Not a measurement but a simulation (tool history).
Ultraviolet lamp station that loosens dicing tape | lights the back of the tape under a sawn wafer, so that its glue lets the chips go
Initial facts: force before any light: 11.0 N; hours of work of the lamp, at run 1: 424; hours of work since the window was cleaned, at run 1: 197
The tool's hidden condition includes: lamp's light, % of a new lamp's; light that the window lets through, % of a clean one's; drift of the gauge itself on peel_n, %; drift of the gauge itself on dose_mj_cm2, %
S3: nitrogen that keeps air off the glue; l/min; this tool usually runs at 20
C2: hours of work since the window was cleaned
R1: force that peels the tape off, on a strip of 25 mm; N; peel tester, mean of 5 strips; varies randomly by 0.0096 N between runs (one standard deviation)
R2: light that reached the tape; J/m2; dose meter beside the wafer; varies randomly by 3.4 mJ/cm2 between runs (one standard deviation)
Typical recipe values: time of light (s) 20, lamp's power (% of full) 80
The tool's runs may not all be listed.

run 1 hour=0.0 | time_of_light_(s)=20 lamp's_power_(%_of_full)=80 S3=20 | hours_of_work_of_the_lamp=424 C2=197 | R1=0.677 R2=4290
run 2 hour=13.7 | time_of_light_(s)=20 lamp's_power_(%_of_full)=80 S3=20 | hours_of_work_of_the_lamp=433 C2=207 | R1=0.682 R2=4200
run 3 hour=29.5 | time_of_light_(s)=20 lamp's_power_(%_of_full)=80 S3=20 | hours_of_work_of_the_lamp=444 C2=217 | R1=0.680 R2=4180
run 4 hour=52.8 | time_of_light_(s)=20 lamp's_power_(%_of_full)=80 S3=20 | hours_of_work_of_the_lamp=459 C2=233 | R1=0.682 R2=4130
-- hour=64.4 window cleaned of glue's vapour
run 5 hour=66.9 | time_of_light_(s)=20 lamp's_power_(%_of_full)=80 S3=20 | hours_of_work_of_the_lamp=468 C2=2 | R1=0.789 R2=4040
run 6 hour=87.6 | time_of_light_(s)=20 lamp's_power_(%_of_full)=80 S3=20 | hours_of_work_of_the_lamp=482 C2=16 | R1=0.786 R2=3960
run 7 hour=103.9 | time_of_light_(s)=20 lamp's_power_(%_of_full)=80 S3=7 | hours_of_work_of_the_lamp=493 C2=26 | R1=1.272 R2=3970
run 8 hour=122.3 | time_of_light_(s)=20 lamp's_power_(%_of_full)=80 S3=7 | hours_of_work_of_the_lamp=505 C2=39 | R1=1.297 R2=3940
run 9 hour=143.3 | time_of_light_(s)=20 lamp's_power_(%_of_full)=80 S3=7 | hours_of_work_of_the_lamp=519 C2=53 | R1=1.331 R2=3880
run 10 hour=163.1 | time_of_light_(s)=20 lamp's_power_(%_of_full)=93 S3=7 | hours_of_work_of_the_lamp=532 C2=66 | R1=1.038 R2=4470
-- hour=176.6 window cleaned of glue's vapour, once more
run 11 hour=178.3 | time_of_light_(s)=20 lamp's_power_(%_of_full)=93 S3=7 | hours_of_work_of_the_lamp=542 C2=1 | R1=0.646 R2=5350
run 12 hour=201.9 | time_of_light_(s)=20 lamp's_power_(%_of_full)=93 S3=7 | hours_of_work_of_the_lamp=558 C2=17 | R1=0.687 R2=5260
run 13 hour=215.5 | time_of_light_(s)=20 lamp's_power_(%_of_full)=80 S3=20 | hours_of_work_of_the_lamp=567 C2=26 | R1=0.604 R2=4530
run 14 hour=239.9 | time_of_light_(s)=20 lamp's_power_(%_of_full)=80 S3=20 | hours_of_work_of_the_lamp=583 C2=42 | R1=0.600 R2=4500
run 15 hour=250.5 | time_of_light_(s)=20 lamp's_power_(%_of_full)=80 S3=20 | hours_of_work_of_the_lamp=590 C2=49 | R1=0.615 R2=4480
run 16 hour=273.9 | time_of_light_(s)=20 lamp's_power_(%_of_full)=80 S3=20 | hours_of_work_of_the_lamp=606 C2=65 | R1=0.625 R2=4380
run 17 hour=295.0 | time_of_light_(s)=26 lamp's_power_(%_of_full)=80 S3=20 | hours_of_work_of_the_lamp=620 C2=79 | R1=0.356 R2=5570
run 18 hour=309.2 | time_of_light_(s)=26 lamp's_power_(%_of_full)=75 S3=20 | hours_of_work_of_the_lamp=629 C2=88 | R1=0.449 R2=5230
run 19 hour=327.0 | time_of_light_(s)=20 lamp's_power_(%_of_full)=80 S3=20 | hours_of_work_of_the_lamp=641 C2=100 | R1=0.664 R2=4260
run 20 hour=341.2 | time_of_light_(s)=20 lamp's_power_(%_of_full)=80 S3=20 | hours_of_work_of_the_lamp=651 C2=110 | R1=0.693 R2=4240
run 21 hour=351.3 | time_of_light_(s)=20 lamp's_power_(%_of_full)=78 S3=20 | hours_of_work_of_the_lamp=658 C2=117 | R1=0.740 R2=4110
run 22 hour=367.4 | time_of_light_(s)=20 lamp's_power_(%_of_full)=86 S3=9 | hours_of_work_of_the_lamp=668 C2=127 | R1=0.898 R2=4500
run 23 hour=377.3 | time_of_light_(s)=19 lamp's_power_(%_of_full)=61 S3=14 | hours_of_work_of_the_lamp=675 C2=134 | R1=1.589 R2=2990
run 24 hour=398.4 | time_of_light_(s)=19 lamp's_power_(%_of_full)=61 S3=14 | hours_of_work_of_the_lamp=689 C2=148 | R1=1.676 R2=2980
run 25 hour=412.0 | time_of_light_(s)=12 lamp's_power_(%_of_full)=89 S3=7 | hours_of_work_of_the_lamp=698 C2=157 | R1=2.386 R2=2740
run 26 hour=429.6 | time_of_light_(s)=12 lamp's_power_(%_of_full)=89 S3=7 | hours_of_work_of_the_lamp=710 C2=169 | R1=2.478 R2=2710
run 27 hour=450.8 | time_of_light_(s)=12 lamp's_power_(%_of_full)=89 S3=7 | hours_of_work_of_the_lamp=724 C2=183 | R1=2.482 R2=2660
run 28 hour=466.9 | time_of_light_(s)=22 lamp's_power_(%_of_full)=94 S3=20 | hours_of_work_of_the_lamp=735 C2=194 | R1=0.452 R2=5080
run 29 hour=487.4 | time_of_light_(s)=15 lamp's_power_(%_of_full)=80 S3=30 | hours_of_work_of_the_lamp=748 C2=207 | R1=1.302 R2=2940
run 30 hour=511.3 | time_of_light_(s)=36 lamp's_power_(%_of_full)=71 S3=20 | hours_of_work_of_the_lamp=764 C2=223 | R1=0.318 R2=6130
run 31 hour=527.8 | time_of_light_(s)=17 lamp's_power_(%_of_full)=62 S3=30 | hours_of_work_of_the_lamp=775 C2=234 | R1=1.751 R2=2490
-- hour=536.3 window cleaned of glue's vapour
run 32 hour=544.7 | time_of_light_(s)=17 lamp's_power_(%_of_full)=66 S3=33 | hours_of_work_of_the_lamp=786 C2=6 | R1=1.208 R2=2960
run 33 hour=562.0 | time_of_light_(s)=20 lamp's_power_(%_of_full)=80 S3=20 | hours_of_work_of_the_lamp=798 C2=17 | R1=0.679 R2=4260
run 34 hour=573.7 | time_of_light_(s)=20 lamp's_power_(%_of_full)=97 S3=11 | hours_of_work_of_the_lamp=806 C2=25 | R1=0.632 R2=5080
run 35 hour=596.4 | time_of_light_(s)=20 lamp's_power_(%_of_full)=79 S3=20 | hours_of_work_of_the_lamp=821 C2=40 | R1=0.744 R2=4090
run 36 hour=610.1 | time_of_light_(s)=20 lamp's_power_(%_of_full)=79 S3=20 | hours_of_work_of_the_lamp=830 C2=49 | R1=0.740 R2=4120
run 37 hour=628.2 | time_of_light_(s)=20 lamp's_power_(%_of_full)=79 S3=12 | hours_of_work_of_the_lamp=842 C2=61 | R1=0.957 R2=4050
run 38 hour=646.2 | time_of_light_(s)=15 lamp's_power_(%_of_full)=80 S3=17 | hours_of_work_of_the_lamp=854 C2=73 | R1=1.432 R2=3000
run 39 hour=665.6 | time_of_light_(s)=15 lamp's_power_(%_of_full)=77 S3=17 | hours_of_work_of_the_lamp=867 C2=86 | R1=1.612 R2=2890
run 40 hour=682.6 | time_of_light_(s)=15 lamp's_power_(%_of_full)=77 S3=17 | hours_of_work_of_the_lamp=878 C2=98 | R1=1.580 R2=2880
run 41 hour=701.6 | time_of_light_(s)=23 lamp's_power_(%_of_full)=77 S3=26 | hours_of_work_of_the_lamp=891 C2=110 | R1=0.577 R2=4350
run 42 hour=723.6 | time_of_light_(s)=23 lamp's_power_(%_of_full)=77 S3=26 | hours_of_work_of_the_lamp=905 C2=125 | R1=0.605 R2=4260

Each row is a separate what-if for the run after 42, all from the same tool condition, not one after another. Results?
run A hour=745.1 | time_of_light_(s)=22 lamp's_power_(%_of_full)=80 S3=20 | hours_of_work_of_the_lamp=920 C2=139 | R1=? R2=?
run B hour=745.1 | time_of_light_(s)=39 lamp's_power_(%_of_full)=77 S3=25 | hours_of_work_of_the_lamp=920 C2=139 | R1=? R2=?
run C hour=745.1 | time_of_light_(s)=20 lamp's_power_(%_of_full)=75 S3=20 | hours_of_work_of_the_lamp=920 C2=139 | R1=? R2=?
run D hour=745.1 | time_of_light_(s)=17 lamp's_power_(%_of_full)=92 S3=26 | hours_of_work_of_the_lamp=920 C2=139 | R1=? R2=?

run=A R1=0.696 R2=4260
run=B R1=0.253 R2=7140
run=C R1=0.972 R2=3590
run=D R1=0.832 R2=3740
Without the tool's unlogged condition, the same runs would have read:
run=A R1=0.338 R2=6010
run=B R1=0.212 R2=10070
run=C R1=0.462 R2=5070
run=D R1=0.397 R2=5280
